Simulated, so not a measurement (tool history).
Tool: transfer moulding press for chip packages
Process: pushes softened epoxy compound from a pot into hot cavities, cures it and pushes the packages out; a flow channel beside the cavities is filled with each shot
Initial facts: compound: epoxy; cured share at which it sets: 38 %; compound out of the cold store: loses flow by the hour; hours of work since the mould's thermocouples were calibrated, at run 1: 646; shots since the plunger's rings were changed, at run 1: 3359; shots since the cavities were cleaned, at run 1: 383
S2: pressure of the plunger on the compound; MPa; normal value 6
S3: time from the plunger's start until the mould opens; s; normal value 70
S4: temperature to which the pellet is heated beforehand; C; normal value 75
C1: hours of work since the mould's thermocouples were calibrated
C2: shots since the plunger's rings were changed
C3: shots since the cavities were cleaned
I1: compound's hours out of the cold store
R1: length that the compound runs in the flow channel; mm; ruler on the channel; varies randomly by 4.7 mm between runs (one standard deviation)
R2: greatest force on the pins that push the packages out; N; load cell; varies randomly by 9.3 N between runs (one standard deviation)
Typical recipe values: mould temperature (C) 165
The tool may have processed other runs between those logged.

Run 1, hour 0: usual settings; C1 646; C2 3359; C3 383; I1 20.5. Result: R1 720 mm, R2 643 N.
At hour 16.7: cavities cleaned with cleaning compound and waxed.
Run 2, hour 31.1: usual settings; C1 662; C2 3773; C3 201; I1 47.4. Result: R1 627 mm, R2 529 N.
At hour 59.4: cavities cleaned with cleaning compound and waxed.
Run 3, hour 59.4: usual settings; C1 675; C2 4149; C3 0; I1 40.6. Result: R1 639 mm, R2 422 N.
At hour 76.5: mould's thermocouples calibrated.
Run 4, hour 95.4: usual settings; C1 10; C2 4624; C3 475; I1 24.8. Result: R1 698 mm, R2 693 N.
At hour 103.8: cavities cleaned with cleaning compound and waxed.
Run 5, hour 120.2: usual settings; C1 22; C2 4951; C3 230; I1 26.7. Result: R1 681 mm, R2 578 N.
At hour 147.7: cavities cleaned with cleaning compound and waxed.
Run 6, hour 155.1: usual settings but S2 5.12 MPa; C1 39; C2 5417; C3 103; I1 33.2. Result: R1 612 mm, R2 523 N.
Run 7, hour 179.5: usual settings but mould temperature (C) 172; C1 52; C2 5759; C3 445; I1 30.3. Result: R1 652 mm, R2 562 N.
At hour 190.8: cavities cleaned with cleaning compound and waxed.
Run 8, hour 198.1: usual settings but S3 69 s; C1 60; C2 5998; C3 101; I1 34.2. Result: R1 645 mm, R2 543 N.
At hour 225.4: mould's thermocouples calibrated, once more.
Run 9, hour 226.5: usual settings but S3 58 s; C1 1; C2 6367; C3 470; I1 38.5. Result: R1 638 mm, R2 859 N.
At hour 237.4: plunger's sealing rings changed.
At hour 238.9: cavities cleaned with cleaning compound and waxed.
Run 10, hour 248.7: usual settings; C1 10; C2 137; C3 137; I1 46. Result: R1 650 mm, R2 505 N.
At hour 284: cavities cleaned with cleaning compound and waxed.
Run 11, hour 286.8: usual settings but S2 5.34 MPa; C1 29; C2 649; C3 39; I1 35.9. Result: R1 637 mm, R2 441 N.
Run 12, hour 308.1: usual settings but S2 5.34 MPa; C1 40; C2 947; C3 337; I1 25.1. Result: R1 672 mm, R2 581 N.
At hour 326.8: cavities cleaned with cleaning compound and waxed.
Run 13, hour 330: usual settings but mould temperature (C) 163, S2 5.34 MPa; C1 50; C2 1232; C3 44; I1 24.1. Result: R1 673 mm, R2 481 N.
Run 14, hour 356: usual settings but mould temperature (C) 163, S2 5.34 MPa; C1 64; C2 1597; C3 409; I1 42.7. Result: R1 620 mm, R2 652 N.
At hour 371.7: cavities cleaned with cleaning compound and waxed.
Run 15, hour 393.8: usual settings but S3 73 s, S4 67 C; C1 82; C2 2104; C3 309; I1 9.4. Result: R1 763 mm, R2 600 N.
At hour 414.7: cavities cleaned with cleaning compound and waxed.
Run 16, hour 430.7: usual settings but mould temperature (C) 159, S2 4.77 MPa, S3 88 s; C1 101; C2 2599; C3 224; I1 47.9. Result: R1 570 mm, R2 526 N.
Run 17, hour 447.7: usual settings but mould temperature (C) 159, S2 4.77 MPa, S3 79 s; C1 110; C2 2838; C3 463; I1 14.6. Result: R1 676 mm, R2 784 N.
At hour 457.7: cavities cleaned with cleaning compound and waxed.
Run 18, hour 470.8: usual settings but mould temperature (C) 159, S2 4.77 MPa, S3 79 s; C1 121; C2 3140; C3 183; I1 44.6. Result: R1 573 mm, R2 586 N.
At hour 500.8: cavities cleaned with cleaning compound and waxed.
Run 19, hour 501.2: usual settings but mould temperature (C) 161, S4 73 C; C1 136; C2 3544; C3 5; I1 12.3. Result: R1 748 mm, R2 547 N.
Run 20, hour 537.1: usual settings but mould temperature (C) 161, S4 73 C; C1 154; C2 4046; C3 507; I1 45.4. Result: R1 629 mm, R2 794 N.
At hour 543.7: cavities cleaned with cleaning compound and waxed.
Run 21, hour 567: usual settings but mould temperature (C) 158, S4 68 C; C1 169; C2 4443; C3 325; I1 43.9. Result: R1 647 mm, R2 834 N.
At hour 586.3: cavities cleaned with cleaning compound and waxed.
Run 22, hour 595.7: usual settings but mould temperature (C) 158, S4 68 C; C1 183; C2 4825; C3 132; I1 21.4. Result: R1 722 mm, R2 791 N.
Run 23, hour 612.6: usual settings but mould temperature (C) 158, S4 68 C; C1 191; C2 5060; C3 367; I1 43.8. Result: R1 642 mm, R2 900 N.
At hour 630.1: cavities cleaned with cleaning compound and waxed.
Run 24, hour 633.9: usual settings but mould temperature (C) 158, S4 68 C; C1 202; C2 5339; C3 54; I1 40.5. Result: R1 656 mm, R2 703 N.
Run 25, hour 669.4: usual settings but mould temperature (C) 171, S2 4.85 MPa, S3 73 s, S4 85 C; C1 220; C2 5835; C3 550; I1 29.4. Result: R1 575 mm, R2 599 N.
At hour 674.3: cavities cleaned with cleaning compound and waxed.
Run 26, hour 707.4: usual settings but mould temperature (C) 171, S2 6.11 MPa, S3 73 s, S4 74 C; C1 239; C2 6346; C3 464; I1 30.8. Result: R1 641 mm, R2 560 N.

What if the next run were any one of these 4? Each begins from the tool's condition after run 26:
At hour 716.7: cavities cleaned with cleaning compound and waxed.
At hour 722.3: plunger's sealing rings changed.
Run A, hour 744.9: usual settings but mould temperature (C) 167, S2 6.11 MPa, S3 73 s, S4 69 C; C1 256; C2 316; C3 359; I1 17.1. Result: R1 ?, R2 ?.
At hour 716.7: cavities cleaned with cleaning compound and waxed.
At hour 722.3: plunger's sealing rings changed.
Run B, hour 744.9: usual settings but mould temperature (C) 173, S2 4.56 MPa, S3 73 s, S4 73 C; C1 256; C2 316; C3 359; I1 47. Result: R1 ?, R2 ?.
At hour 716.7: cavities cleaned with cleaning compound and waxed.
At hour 722.3: plunger's sealing rings changed.
Run C, hour 744.9: usual settings but mould temperature (C) 171, S2 4.8 MPa, S3 73 s, S4 70 C; C1 256; C2 316; C3 359; I1 31.8. Result: R1 ?, R2 ?.
At hour 716.7: cavities cleaned with cleaning compound and waxed.
At hour 722.3: plunger's sealing rings changed.
Run D, hour 744.9: usual settings but S2 6.42 MPa, S3 91 s, S4 66 C; C1 256; C2 316; C3 359; I1 37.3. Result: R1 ?, R2 ?.

run   R1   R2
  A  738  564
  B  544  536
  C  610  532
  D  703  547
The same runs, with their run-to-run variation unchanged, on a tool lacking any hidden condition would have given:
run   R1   R2
  A  740  381
  B  545  366
  C  612  364
  D  705  376
